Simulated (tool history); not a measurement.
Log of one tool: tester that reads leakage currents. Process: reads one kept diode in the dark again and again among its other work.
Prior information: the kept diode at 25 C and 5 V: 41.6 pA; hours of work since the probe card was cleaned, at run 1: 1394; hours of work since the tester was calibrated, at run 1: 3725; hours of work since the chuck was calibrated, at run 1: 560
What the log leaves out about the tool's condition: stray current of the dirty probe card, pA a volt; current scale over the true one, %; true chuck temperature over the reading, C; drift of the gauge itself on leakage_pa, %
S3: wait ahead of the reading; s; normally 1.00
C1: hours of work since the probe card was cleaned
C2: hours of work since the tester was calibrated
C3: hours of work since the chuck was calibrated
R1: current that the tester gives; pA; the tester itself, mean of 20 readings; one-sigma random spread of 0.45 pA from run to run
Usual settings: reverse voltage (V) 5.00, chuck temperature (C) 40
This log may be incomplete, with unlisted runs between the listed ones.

{"run": 1, "day": 0.0, "reverse voltage (V)": 5.0, "chuck temperature (C)": 40, "S3": 1.0, "C1": 1394, "C2": 3725, "C3": 560, "R1": 156.34}
{"run": 2, "day": 7.638, "reverse voltage (V)": 1.93, "chuck temperature (C)": 40, "S3": 1.0, "C1": 1523, "C2": 3854, "C3": 689, "R1": 96.96}
{"day": 8.754, "done": "probe card cleaned and baked"}
{"run": 3, "day": 13.179, "reverse voltage (V)": 5.0, "chuck temperature (C)": 40, "S3": 1.0, "C1": 74, "C2": 3945, "C3": 780, "R1": 145.96}
{"run": 4, "day": 17.304, "reverse voltage (V)": 5.0, "chuck temperature (C)": 40, "S3": 1.0, "C1": 144, "C2": 4014, "C3": 849, "R1": 144.38}
{"run": 5, "day": 21.558, "reverse voltage (V)": 5.0, "chuck temperature (C)": 40, "S3": 1.0, "C1": 215, "C2": 4086, "C3": 921, "R1": 145.55}
{"run": 6, "day": 26.85, "reverse voltage (V)": 5.12, "chuck temperature (C)": 40, "S3": 1.0, "C1": 304, "C2": 4175, "C3": 1010, "R1": 146.69}
{"run": 7, "day": 32.462, "reverse voltage (V)": 5.12, "chuck temperature (C)": 40, "S3": 1.0, "C1": 399, "C2": 4269, "C3": 1104, "R1": 146.07}
{"run": 8, "day": 36.121, "reverse voltage (V)": 5.12, "chuck temperature (C)": 40, "S3": 1.0, "C1": 460, "C2": 4331, "C3": 1166, "R1": 145.37}
{"run": 9, "day": 41.746, "reverse voltage (V)": 5.12, "chuck temperature (C)": 40, "S3": 1.0, "C1": 555, "C2": 4426, "C3": 1260, "R1": 146.43}
{"run": 10, "day": 48.462, "reverse voltage (V)": 5.12, "chuck temperature (C)": 40, "S3": 1.0, "C1": 668, "C2": 4538, "C3": 1373, "R1": 146.4}
{"day": 54.375, "done": "chuck's temperature calibrated"}
{"run": 11, "day": 54.788, "reverse voltage (V)": 1.28, "chuck temperature (C)": 40, "S3": 1.0, "C1": 773, "C2": 4644, "C3": 7, "R1": 81.14}
{"run": 12, "day": 61.988, "reverse voltage (V)": 5.0, "chuck temperature (C)": 40, "S3": 1.0, "C1": 894, "C2": 4765, "C3": 128, "R1": 157.88}
{"run": 13, "day": 66.767, "reverse voltage (V)": 5.0, "chuck temperature (C)": 40, "S3": 1.0, "C1": 975, "C2": 4845, "C3": 208, "R1": 157.16}
{"run": 14, "day": 70.7, "reverse voltage (V)": 5.0, "chuck temperature (C)": 40, "S3": 1.0, "C1": 1041, "C2": 4911, "C3": 275, "R1": 156.99}
{"run": 15, "day": 75.688, "reverse voltage (V)": 5.0, "chuck temperature (C)": 57, "S3": 1.0, "C1": 1125, "C2": 4995, "C3": 359, "R1": 556.3}
{"run": 16, "day": 79.421, "reverse voltage (V)": 5.0, "chuck temperature (C)": 40, "S3": 1.0, "C1": 1187, "C2": 5058, "C3": 421, "R1": 156.85}
{"run": 17, "day": 84.812, "reverse voltage (V)": 5.0, "chuck temperature (C)": 49, "S3": 1.0, "C1": 1278, "C2": 5149, "C3": 512, "R1": 307.72}
{"run": 18, "day": 89.0, "reverse voltage (V)": 5.0, "chuck temperature (C)": 40, "S3": 1.0, "C1": 1349, "C2": 5219, "C3": 582, "R1": 155.58}
{"run": 19, "day": 93.483, "reverse voltage (V)": 2.7, "chuck temperature (C)": 39, "S3": 1.0, "C1": 1424, "C2": 5295, "C3": 658, "R1": 105.73}
{"run": 20, "day": 100.275, "reverse voltage (V)": 8.54, "chuck temperature (C)": 28, "S3": 3.59, "C1": 1538, "C2": 5409, "C3": 772, "R1": 85.94}
{"day": 100.983, "done": "probe card cleaned and baked"}
{"run": 21, "day": 107.646, "reverse voltage (V)": 8.54, "chuck temperature (C)": 28, "S3": 3.59, "C1": 112, "C2": 5531, "C3": 894, "R1": 68.46}
{"run": 22, "day": 112.55, "reverse voltage (V)": 4.29, "chuck temperature (C)": 47, "S3": 4.3, "C1": 195, "C2": 5613, "C3": 977, "R1": 231.95}
{"run": 23, "day": 116.108, "reverse voltage (V)": 4.29, "chuck temperature (C)": 47, "S3": 4.3, "C1": 254, "C2": 5673, "C3": 1036, "R1": 230.16}
{"day": 123.429, "done": "tester calibrated"}
{"run": 24, "day": 123.508, "reverse voltage (V)": 5.13, "chuck temperature (C)": 21, "S3": 0.95, "C1": 378, "C2": 1, "C3": 1160, "R1": 30.32}
{"run": 25, "day": 129.767, "reverse voltage (V)": 5.0, "chuck temperature (C)": 34, "S3": 1.63, "C1": 483, "C2": 107, "C3": 1265, "R1": 85.95}
{"run": 26, "day": 134.912, "reverse voltage (V)": 6.83, "chuck temperature (C)": 51, "S3": 1.63, "C1": 569, "C2": 193, "C3": 1351, "R1": 378.53}
{"run": 27, "day": 138.883, "reverse voltage (V)": 1.29, "chuck temperature (C)": 47, "S3": 7.91, "C1": 636, "C2": 260, "C3": 1418, "R1": 124.58}
{"day": 142.158, "done": "chuck's temperature calibrated"}
{"run": 28, "day": 147.096, "reverse voltage (V)": 12.85, "chuck temperature (C)": 47, "S3": 5.28, "C1": 773, "C2": 397, "C3": 83, "R1": 422.58}
{"run": 29, "day": 152.608, "reverse voltage (V)": 5.0, "chuck temperature (C)": 25, "S3": 6.17, "C1": 866, "C2": 489, "C3": 176, "R1": 47.95}
{"run": 30, "day": 159.225, "reverse voltage (V)": 12.19, "chuck temperature (C)": 40, "S3": 0.46, "C1": 977, "C2": 601, "C3": 287, "R1": 248.34}
{"run": 31, "day": 163.183, "reverse voltage (V)": 1.19, "chuck temperature (C)": 58, "S3": 0.65, "C1": 1044, "C2": 667, "C3": 354, "R1": 298.05}
{"run": 32, "day": 166.929, "reverse voltage (V)": 1.31, "chuck temperature (C)": 24, "S3": 4.0, "C1": 1107, "C2": 730, "C3": 417, "R1": 21.78}
{"run": 33, "day": 172.179, "reverse voltage (V)": 6.6, "chuck temperature (C)": 32, "S3": 0.95, "C1": 1195, "C2": 819, "C3": 505, "R1": 98.16}
{"run": 34, "day": 180.3, "reverse voltage (V)": 14.66, "chuck temperature (C)": 58, "S3": 1.42, "C1": 1332, "C2": 955, "C3": 642, "R1": 986.69}
{"run": 35, "day": 188.138, "reverse voltage (V)": 14.66, "chuck temperature (C)": 58, "S3": 1.42, "C1": 1463, "C2": 1087, "C3": 773, "R1": 981.12}

What if the next run were any one of these 5? Each begins from the tool's condition after run 35:
{"run": "A", "day": 192.288, "reverse voltage (V)": 5.0, "chuck temperature (C)": 54, "S3": 1.0, "C1": 1533, "C2": 1157, "C3": 843, "R1": "?"}
{"run": "B", "day": 192.288, "reverse voltage (V)": 5.0, "chuck temperature (C)": 40, "S3": 4.59, "C1": 1533, "C2": 1157, "C3": 843, "R1": "?"}
{"run": "C", "day": 192.288, "reverse voltage (V)": 3.34, "chuck temperature (C)": 40, "S3": 2.08, "C1": 1533, "C2": 1157, "C3": 843, "R1": "?"}
{"run": "D", "day": 192.288, "reverse voltage (V)": 1.63, "chuck temperature (C)": 40, "S3": 3.8, "C1": 1533, "C2": 1157, "C3": 843, "R1": "?"}
{"run": "E", "day": 192.288, "reverse voltage (V)": 1.94, "chuck temperature (C)": 58, "S3": 0.97, "C1": 1533, "C2": 1157, "C3": 843, "R1": "?"}

run=A R1=435.04
run=B R1=153.00
run=C R1=125.11
run=D R1=87.24
run=E R1=367.14
The same runs, with their run-to-run variation unchanged, on a tool lacking any hidden condition would have given:
run=A R1=442.32
run=B R1=148.80
run=C R1=123.36
run=D R1=87.63
run=E R1=378.11

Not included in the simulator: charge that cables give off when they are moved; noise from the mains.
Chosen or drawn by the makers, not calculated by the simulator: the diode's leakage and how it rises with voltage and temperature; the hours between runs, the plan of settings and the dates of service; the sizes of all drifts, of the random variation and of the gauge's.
